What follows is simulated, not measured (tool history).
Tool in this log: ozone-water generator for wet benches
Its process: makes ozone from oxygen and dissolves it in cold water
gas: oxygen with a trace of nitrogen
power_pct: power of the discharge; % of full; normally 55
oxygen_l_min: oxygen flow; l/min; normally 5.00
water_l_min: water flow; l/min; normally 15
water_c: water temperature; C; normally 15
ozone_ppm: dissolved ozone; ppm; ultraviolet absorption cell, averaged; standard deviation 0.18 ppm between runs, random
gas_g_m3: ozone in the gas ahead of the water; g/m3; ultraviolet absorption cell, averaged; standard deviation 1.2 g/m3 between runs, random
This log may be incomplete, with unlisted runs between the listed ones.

| run | hour | power_pct | oxygen_l_min | water_l_min | water_c | ozone_ppm | gas_g_m3 |
|---|---|---|---|---|---|---|---|
| 1 | 0.0 | 55 | 5.00 | 15 | 15 | 22.4 | 187.7 |
| 2 | 153.4 | 55 | 5.00 | 15 | 15 | 22.1 | 185.2 |
| 3 | 282.2 | 55 | 5.00 | 13 | 15 | 24.8 | 185.0 |
| 4 | 384.7 | 55 | 5.00 | 13 | 15 | 24.3 | 186.2 |
| 5 | 518.0 | 55 | 5.00 | 15 | 15 | 21.8 | 185.1 |
| 6 | 667.6 | 55 | 5.00 | 15 | 15 | 22.1 | 185.2 |
| 7 | 801.5 | 55 | 5.00 | 15 | 15 | 21.7 | 183.2 |
| 8 | 908.0 | 55 | 5.00 | 15 | 15 | 21.6 | 183.2 |
| 9 | 1059.6 | 55 | 5.00 | 15 | 15 | 21.4 | 182.5 |
| 10 | 1179.8 | 55 | 5.00 | 15 | 15 | 21.4 | 181.7 |
| 11 | 1264.6 | 55 | 5.00 | 15 | 15 | 21.3 | 179.6 |
| 12 | 1376.0 | 55 | 5.00 | 15 | 15 | 21.3 | 179.8 |
| 13 | 1536.4 | 55 | 5.00 | 15 | 15 | 21.2 | 180.1 |
| 14 | 1648.7 | 55 | 5.00 | 15 | 15 | 20.9 | 178.9 |
| 15 | 1734.0 | 55 | 5.00 | 15 | 15 | 21.1 | 178.4 |
| 16 | 1898.2 | 55 | 5.00 | 15 | 15 | 20.8 | 179.8 |
|  | 1976.3 | contactor cleaned |
| 17 | 2012.4 | 55 | 5.00 | 15 | 15 | 21.0 | 178.0 |
| 18 | 2193.1 | 55 | 5.00 | 15 | 15 | 20.9 | 178.4 |
| 19 | 2363.9 | 55 | 5.00 | 15 | 15 | 20.7 | 176.6 |
| 20 | 2539.4 | 55 | 3.49 | 15 | 11 | 21.5 | 208.9 |
| 21 | 2692.8 | 93 | 5.00 | 9 | 14 | 40.3 | 237.2 |
|  | 2708.5 | water thermometer calibrated |
| 22 | 2820.6 | 93 | 5.00 | 9 | 14 | 40.8 | 236.1 |
| 23 | 2970.7 | 93 | 4.51 | 15 | 14 | 27.8 | 248.7 |
|  | 3113.3 | water thermometer calibrated, once more |
| 24 | 3154.7 | 93 | 4.51 | 15 | 14 | 27.7 | 243.6 |
| 25 | 3247.3 | 93 | 5.06 | 15 | 21 | 24.8 | 228.6 |
| 26 | 3340.0 | 93 | 5.06 | 15 | 21 | 24.4 | 228.5 |
|  | 3417.8 | electrodes of the discharge changed |
| 27 | 3448.3 | 74 | 4.62 | 15 | 15 | 30.9 | 274.8 |
| 28 | 3544.5 | 74 | 4.62 | 15 | 15 | 31.2 | 274.4 |
| 29 | 3705.3 | 55 | 2.76 | 15 | 12 | 24.3 | 285.1 |
| 30 | 3822.8 | 55 | 5.66 | 15 | 19 | 23.1 | 199.3 |
| 31 | 3923.1 | 84 | 8.56 | 15 | 8 | 37.4 | 220.8 |
| 32 | 4054.6 | 55 | 7.53 | 15 | 15 | 24.3 | 172.8 |
| 33 | 4196.9 | 55 | 7.53 | 15 | 15 | 24.4 | 171.4 |

Difference, measured minus no-hidden-state, one row per run. Run-to-run variation is common to both terms; the gauge's own scatter need not be:
Hidden state at play: yield of the discharge, % of new electrodes'; contactor's efficiency, % of a clean one's; true water temperature over the reading, C; drift of the gauge itself on ozone_ppm, %; drift of the gauge itself on gas_g_m3, %.
| run | ozone_ppm | gas_g_m3 |
|---|---|---|
| 1 | -3.3 | -26.5 |
| 2 | -3.6 | -27.0 |
| 3 | -4.0 | -27.7 |
| 4 | -4.1 | -28.3 |
| 5 | -3.7 | -28.8 |
| 6 | -3.9 | -29.7 |
| 7 | -3.9 | -30.1 |
| 8 | -4.0 | -30.6 |
| 9 | -4.1 | -31.2 |
| 10 | -4.2 | -31.8 |
| 11 | -4.2 | -31.9 |
| 12 | -4.4 | -32.7 |
| 13 | -4.5 | -33.4 |
| 14 | -4.6 | -34.0 |
| 15 | -4.7 | -34.3 |
| 16 | -4.8 | -35.3 |
| 17 | -4.4 | -35.3 |
| 18 | -4.6 | -36.7 |
| 19 | -4.7 | -37.4 |
| 20 | -4.9 | -45.5 |
| 21 | -13.8 | -77.7 |
| 22 | -14.3 | -78.8 |
| 23 | -10.1 | -84.3 |
| 24 | -10.2 | -84.9 |
| 25 | -9.2 | -80.9 |
| 26 | -9.3 | -82.0 |
| 27 | -0.5 | -0.4 |
| 28 | -0.6 | -1.0 |
| 29 | -0.6 | -1.7 |
| 30 | -0.7 | -1.7 |
| 31 | -1.3 | -3.2 |
| 32 | -0.9 | -2.3 |
| 33 | -0.9 | -2.7 |

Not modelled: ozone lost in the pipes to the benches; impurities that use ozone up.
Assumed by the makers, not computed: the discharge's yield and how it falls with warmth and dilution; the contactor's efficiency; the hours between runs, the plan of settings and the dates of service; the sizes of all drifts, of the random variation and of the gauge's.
